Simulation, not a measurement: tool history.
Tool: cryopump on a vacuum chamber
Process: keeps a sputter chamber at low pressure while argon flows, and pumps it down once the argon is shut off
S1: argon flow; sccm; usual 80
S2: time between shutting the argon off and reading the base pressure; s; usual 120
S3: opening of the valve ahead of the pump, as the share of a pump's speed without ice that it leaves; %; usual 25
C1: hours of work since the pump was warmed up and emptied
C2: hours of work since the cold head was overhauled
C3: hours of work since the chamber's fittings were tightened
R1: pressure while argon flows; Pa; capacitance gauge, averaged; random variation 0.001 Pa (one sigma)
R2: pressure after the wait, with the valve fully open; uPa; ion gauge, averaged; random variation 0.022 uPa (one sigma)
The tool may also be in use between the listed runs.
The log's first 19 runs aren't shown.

run,day,S1,S2,S3,C1,C2,C3,R1,R2
20,24.383,81,24,17,718,718,342,0.361,2.58
21,26.112,85,24,58,741,741,364,0.1272,2.63
22,27.25,80,142,19,755,755,379,0.3194,0.96
23,28.95,71,276,58,777,777,401,0.1079,0.81
24,29.996,71,276,58,791,791,414,0.1079,0.84
25,31.488,71,44,37,810,810,433,0.1577,1.85
26,32.629,71,44,37,825,825,448,0.1605,1.82
27,33.525,125,46,37,836,836,460,0.2807,1.83
28,34.608,78,120,43,850,850,474,0.1534,1.16
29,35.525,78,120,43,862,862,485,0.1559,1.22
30,36.662,70,86,46,877,877,500,0.1337,1.39
31,38.025,80,287,42,894,894,518,0.1632,1
32,39.1,59,120,31,908,908,531,0.1569,1.25
# day 40.317: pump warmed up, emptied and cooled again
33,40.479,46,120,19,2,923,546,0.1743,0.98

3 ways to go on from here, each from the tool as it stands after run 33. What would each give?
A,41.842,41,120,19,20,941,564,?,?
B,41.842,80,39,25,20,941,564,?,?
C,41.842,80,109,25,20,941,564,?,?

run,R1,R2
A,0.1526,0.98
B,0.228,1.85
C,0.2293,1.04
Without the tool's hidden state the same runs would have given:
run,R1,R2
A,0.152,0.52
B,0.2268,1.38
C,0.228,0.57

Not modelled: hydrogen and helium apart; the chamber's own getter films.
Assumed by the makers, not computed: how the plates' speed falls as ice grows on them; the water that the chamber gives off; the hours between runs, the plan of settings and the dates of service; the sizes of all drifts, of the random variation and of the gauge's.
